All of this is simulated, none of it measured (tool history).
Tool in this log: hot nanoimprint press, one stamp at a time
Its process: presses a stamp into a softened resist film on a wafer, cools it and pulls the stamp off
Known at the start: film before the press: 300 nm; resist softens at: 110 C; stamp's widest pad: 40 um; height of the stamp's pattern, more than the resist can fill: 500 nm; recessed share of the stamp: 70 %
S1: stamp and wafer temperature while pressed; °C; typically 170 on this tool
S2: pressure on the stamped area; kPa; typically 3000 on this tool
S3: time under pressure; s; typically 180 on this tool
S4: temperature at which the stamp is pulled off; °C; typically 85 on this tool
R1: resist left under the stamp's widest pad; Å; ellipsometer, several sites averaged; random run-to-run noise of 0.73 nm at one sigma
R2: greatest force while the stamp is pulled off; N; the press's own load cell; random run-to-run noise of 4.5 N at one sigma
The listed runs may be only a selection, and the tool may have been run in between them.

run 1 day=0 | S1=170 S2=3000 S3=180 S4=85 | R1=1327 R2=233
run 2 day=3.85 | S1=170 S2=3000 S3=180 S4=85 | R1=1317 R2=242
run 3 day=5.596 | S1=170 S2=3000 S3=180 S4=85 | R1=1314 R2=247
-- day=6.846 plate thermocouple calibrated
run 4 day=7.846 | S1=170 S2=3000 S3=163 S4=85 | R1=1348 R2=259
run 5 day=10.125 | S1=170 S2=3000 S3=161 S4=85 | R1=1354 R2=266
-- day=12.192 stamp cleaned and given a new release coat
-- day=14.267 plate thermocouple calibrated, once more
run 6 day=14.292 | S1=170 S2=3000 S3=180 S4=85 | R1=1379 R2=227
run 7 day=16.475 | S1=172 S2=3000 S3=180 S4=85 | R1=1219 R2=241
run 8 day=19.308 | S1=170 S2=3000 S3=180 S4=85 | R1=1374 R2=249
run 9 day=22.592 | S1=170 S2=3000 S3=180 S4=85 | R1=1366 R2=258
-- day=24.058 press's hydraulic seals changed and the load cell set to zero
run 10 day=26.254 | S1=170 S2=3000 S3=216 S4=85 | R1=1239 R2=270
-- day=28.308 stamp cleaned and given a new release coat
run 11 day=29.167 | S1=170 S2=3000 S3=216 S4=85 | R1=1226 R2=228
run 12 day=31.85 | S1=170 S2=2970 S3=180 S4=85 | R1=1307 R2=228
-- day=33.058 plate thermocouple calibrated
run 13 day=35.133 | S1=164 S2=2310 S3=126 S4=85 | R1=2258 R2=240
run 14 day=38.912 | S1=164 S2=2310 S3=126 S4=85 | R1=2236 R2=271
run 15 day=42.825 | S1=168 S2=3000 S3=180 S4=85 | R1=1494 R2=273
-- day=44.283 stamp cleaned and given a new release coat
run 16 day=44.8 | S1=170 S2=3750 S3=180 S4=72 | R1=1186 R2=290
run 17 day=46.904 | S1=170 S2=3750 S3=219 S4=83 | R1=1084 R2=236
run 18 day=50.262 | S1=170 S2=4710 S3=174 S4=85 | R1=1066 R2=242
-- day=51.521 plate thermocouple calibrated
run 19 day=54.158 | S1=178 S2=3450 S3=180 S4=87 | R1=742 R2=236
run 20 day=57.404 | S1=178 S2=3440 S3=233 S4=74 | R1=659 R2=332
-- day=60.017 stamp cleaned and given a new release coat
run 21 day=60.475 | S1=182 S2=3150 S3=290 S4=81 | R1=471 R2=251
run 22 day=63.925 | S1=182 S2=3150 S3=290 S4=81 | R1=468 R2=259

4 ways to go on from here, each from the tool as it stands after run 22. What would each give?
run A day=67.712 | S1=170 S2=2240 S3=166 S4=85 | R1=? R2=?
run B day=67.712 | S1=182 S2=3150 S3=243 S4=81 | R1=? R2=?
run C day=67.712 | S1=177 S2=2290 S3=290 S4=81 | R1=? R2=?
run D day=67.712 | S1=182 S2=4650 S3=106 S4=81 | R1=? R2=?

run=A R1=1522 R2=245
run=B R1=498 R2=275
run=C R1=751 R2=269
run=D R1=607 R2=266
With the hidden condition removed and each run's random variation left untouched, the same runs would have given:
run=A R1=1580 R2=223
run=B R1=515 R2=249
run=C R1=782 R2=244
run=D R1=623 R2=241
